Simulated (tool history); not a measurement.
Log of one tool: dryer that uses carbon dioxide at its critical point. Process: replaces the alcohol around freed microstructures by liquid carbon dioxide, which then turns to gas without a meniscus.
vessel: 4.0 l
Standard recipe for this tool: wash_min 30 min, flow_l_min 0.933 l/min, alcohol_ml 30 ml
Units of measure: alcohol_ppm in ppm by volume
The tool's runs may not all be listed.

run     day  wash_min  flow_l_min  alcohol_ml  alcohol_ppm
  1       0        30       0.933          30           62
  2   0.479        46       0.933          30           57
  3   0.996        46       0.933          30           50
  4   1.529        46       0.933          30           58
  5   2.054        46       0.933          30           58
  6   2.629        46       0.933          30           48
  7   3.212        30       0.933         106           85
  8   3.604        30       0.933         106           81
  9     4.2        30       0.933          30           58
 10    4.55        34       0.933          30           62
 11   5.158        30       0.933          30           64
 12   5.633        30       0.933          68           87
 13   6.067        30       0.933          68           87
 14   6.512        30       0.933          30           73
 15   7.012        30       0.933          30           69
 16     7.5        30       1.202          27           73
 17   7.858        30       1.202          27           71
 18     8.2        23       0.933          64          163
 19   8.538        23       0.933          64          166
 20   9.083        23       0.933          64          165
 21   9.646        23       0.933          64          170
 22  10.025        30       0.876          28           84
 23  10.612        30       0.644          30          145
 24  10.875        34       0.933          30           74
 25  11.412        22       0.971          27          108
 26  11.725        38       0.863          30           69
 27  12.333        35       1.078          30           69
 28  12.946        35       1.078          30           78

Run 29, settings as shown, results not yet in. Your forecast:
 29  13.5        19       1.245          21            ?

Run 29 measured alcohol_ppm 102 ppm by volume.
Had the tool carried no hidden state, the very same run would have given alcohol_ppm 25 ppm by volume.
